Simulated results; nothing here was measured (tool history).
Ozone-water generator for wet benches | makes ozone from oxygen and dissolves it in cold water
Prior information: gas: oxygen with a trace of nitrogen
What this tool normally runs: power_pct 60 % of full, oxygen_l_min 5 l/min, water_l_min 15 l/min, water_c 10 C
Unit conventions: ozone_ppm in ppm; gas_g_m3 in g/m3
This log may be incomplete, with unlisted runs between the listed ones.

run    hour  power_pct  oxygen_l_min  water_l_min  water_c  ozone_ppm  gas_g_m3
  1       0         60             5           15       10       27.2     207.9
  2    75.7         60             5           15       10       26.7     208.2
  3   138.9         60             5           15       10       26.5     206.2
  4   195.2         60             5           15       10       26.5     209.5
  5   242.4         60             5           15       10       26.9       208
  6   335.4         60             5           15       10       26.4     208.2
  7   440.1         60             5           15       10       26.8     206.4
  8   489.6         60             5           15       10       26.7     206.4
  9   558.3         60             5           15       10       26.5     210.4
 10   634.7         60             5           15       10       26.4     204.5
 11   717.5         60             5           17       10       23.3     205.1
 12   794.8         50             5           17       10       20.8     183.7
 13   893.3         50             5           23       10       15.2     183.2
 14   970.7         60             5           18       10       21.9     206.4
 15  1071.8         89             5           18       17       25.6       262
 16  1123.7         47             5           13       10       25.2     175.7
 17  1195.3         69           4.6           11        8         38     231.2
       1223  -- water thermometer calibrated
 18  1241.9         60          5.92           18       10       22.2     189.7
 19  1337.2         62          7.76           10       10       37.1     173.9
 20  1392.6         60          4.53           15        6       27.2     211.7
 21  1479.3        100          4.53           18        6       31.2     295.1
 22  1564.9         60          6.76           20        6       21.7     178.7
 23  1636.3         60          6.76           20        6         22     179.3
 24  1726.1         60          6.76           20        6       21.6     180.4
 25  1806.1         42          3.61           20        6       14.9     185.3

Predict each of these 4 candidate next runs independently; none follows another, all start after run 25:
  A  1899.6         42          6.61           19        6          ?         ?
  B  1899.6         45          7.01           20        8          ?         ?
  C  1899.6         79             5           15       10          ?         ?
  D  1899.6         60          8.94           21       10          ?         ?

run  ozone_ppm  gas_g_m3
  A         18     143.1
  B       17.5     145.1
  C         31     238.1
  D       20.1     158.4
Had the tool no hidden state, the same runs would have come out as:
run  ozone_ppm  gas_g_m3
  A       19.8     153.1
  B       19.4     156.1
  C       35.6     266.3
  D       22.7     173.8
